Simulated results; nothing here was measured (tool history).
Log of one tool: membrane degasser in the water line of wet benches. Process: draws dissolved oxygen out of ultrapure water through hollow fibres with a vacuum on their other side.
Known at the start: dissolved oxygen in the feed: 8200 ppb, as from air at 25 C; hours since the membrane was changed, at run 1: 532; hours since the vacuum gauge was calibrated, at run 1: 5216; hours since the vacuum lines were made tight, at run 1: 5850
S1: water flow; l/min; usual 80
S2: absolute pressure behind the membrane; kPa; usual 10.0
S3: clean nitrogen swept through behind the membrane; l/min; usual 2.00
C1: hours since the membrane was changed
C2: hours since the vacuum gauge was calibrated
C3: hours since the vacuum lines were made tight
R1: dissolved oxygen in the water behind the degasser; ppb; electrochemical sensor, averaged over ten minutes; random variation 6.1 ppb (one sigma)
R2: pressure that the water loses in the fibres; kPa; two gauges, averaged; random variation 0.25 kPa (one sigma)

run    hour  S1    S2    S3    C1    C2    C3      R1     R2
  1     0.0  80  10.0  2.00   532  5216  5850   614.1  68.67
      138.3  -- vacuum gauge calibrated
  2   163.3  80  13.4  2.00   695    25  6013   838.3  68.40
  3   291.9  80  13.4  2.00   824   154  6141   855.1  68.41
  4   478.9  80  13.4  2.00  1011   341  6328   857.4  68.42
  5   567.1  80  10.0  2.00  1099   429  6416   623.3  68.16
  6   756.2  80  10.0  2.00  1288   618  6605   623.3  68.83
  7   934.0  80  17.6  2.00  1466   796  6783  1133.9  68.53
  8  1035.1  80  10.0  2.00  1567   897  6884   608.5  69.27
  9  1148.6  66  13.9  2.87  1681  1010  6998   581.8  56.78
 10  1242.2  80  14.0  2.32  1774  1104  7091   794.1  68.59
 11  1403.2  64  14.0  2.20  1935  1265  7252   688.4  55.07
 12  1547.2  64  14.0  2.20  2079  1409  7396   685.3  55.45
 13  1757.8  64  14.0  2.20  2290  1620  7607   687.4  55.27

The next listed run, before its measurement:
 14  1959.4  56  16.5  2.11  2491  1821  7809   ?   ?

R1: 755.6 ppb
R2: 48.36 kPa
Without the tool's hidden state the same run would have given R1 755.2 ppb, R2 47.88 kPa.
